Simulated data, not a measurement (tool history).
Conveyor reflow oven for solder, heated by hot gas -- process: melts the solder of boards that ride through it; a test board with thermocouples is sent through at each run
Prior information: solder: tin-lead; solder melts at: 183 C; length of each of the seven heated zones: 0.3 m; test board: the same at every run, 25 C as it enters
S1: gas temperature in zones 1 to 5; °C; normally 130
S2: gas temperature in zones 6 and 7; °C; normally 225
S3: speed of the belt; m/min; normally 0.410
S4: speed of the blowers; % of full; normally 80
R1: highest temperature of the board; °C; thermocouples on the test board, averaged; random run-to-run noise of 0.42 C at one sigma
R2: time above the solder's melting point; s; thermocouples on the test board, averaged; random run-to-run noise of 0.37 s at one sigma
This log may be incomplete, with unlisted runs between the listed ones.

Run 1, hour 0.0: usual settings. Result: R1 212.8 °C, R2 61.8 s.
Run 2, hour 12.0: usual settings. Result: R1 213.2 °C, R2 61.7 s.
Run 3, hour 28.9: usual settings. Result: R1 212.0 °C, R2 61.8 s.
Run 4, hour 50.8: usual settings but S2 218 °C. Result: R1 206.5 °C, R2 54.7 s.
Run 5, hour 61.8: usual settings but S1 117 °C, S2 218 °C. Result: R1 204.5 °C, R2 48.8 s.
Run 6, hour 86.2: usual settings but S1 117 °C, S2 218 °C. Result: R1 204.4 °C, R2 48.1 s.
Run 7, hour 110.8: usual settings. Result: R1 212.8 °C, R2 61.3 s.
Run 8, hour 125.4: usual settings. Result: R1 212.4 °C, R2 60.8 s.
Run 9, hour 138.7: usual settings. Result: R1 212.1 °C, R2 60.4 s.
Run 10, hour 164.2: usual settings. Result: R1 211.8 °C, R2 60.2 s.
At hour 169.9: belt drive overhauled, speed set with a stopwatch.
Run 11, hour 194.2: usual settings but S1 115 °C, S2 221 °C, S4 52 % of full. Result: R1 200.5 °C, R2 39.1 s.
Run 12, hour 210.0: usual settings but S1 143 °C, S2 221 °C, S3 0.470 m/min, S4 54 % of full. Result: R1 202.4 °C, R2 43.2 s.
At hour 221.0: flux residue cleaned out of gas plates and filters.
Run 13, hour 227.6: usual settings but S1 143 °C, S2 238 °C, S3 0.470 m/min, S4 54 % of full. Result: R1 217.3 °C, R2 59.8 s.
Run 14, hour 252.0: usual settings but S1 142 °C, S2 238 °C, S3 0.394 m/min, S4 54 % of full. Result: R1 223.1 °C, R2 76.4 s.
Run 15, hour 274.1: usual settings but S2 239 °C, S3 0.371 m/min, S4 87 % of full. Result: R1 229.5 °C, R2 82.3 s.

Predict each of these 5 candidate next runs independently; none follows another, all start after run 15:
Run A, hour 299.8: usual settings but S2 240 °C, S3 0.379 m/min, S4 74 % of full. Result: R1 ?, R2 ?.
Run B, hour 299.8: usual settings but S4 60 % of full. Result: R1 ?, R2 ?.
Run C, hour 299.8: usual settings but S1 118 °C, S2 223 °C, S3 0.371 m/min, S4 87 % of full. Result: R1 ?, R2 ?.
Run D, hour 299.8: usual settings but S4 82 % of full. Result: R1 ?, R2 ?.
Run E, hour 299.8: usual settings but S2 239 °C, S3 0.423 m/min, S4 84 % of full. Result: R1 ?, R2 ?.

run     R1    R2
  A  228.0  79.4
  B  209.6  56.8
  C  213.3  67.2
  D  213.7  62.4
  E  226.3  69.8
Without the tool's unlogged condition, the same runs would have read:
run     R1    R2
  A  229.8  80.2
  B  211.3  58.4
  C  215.2  68.7
  D  215.5  63.7
  E  228.2  70.6
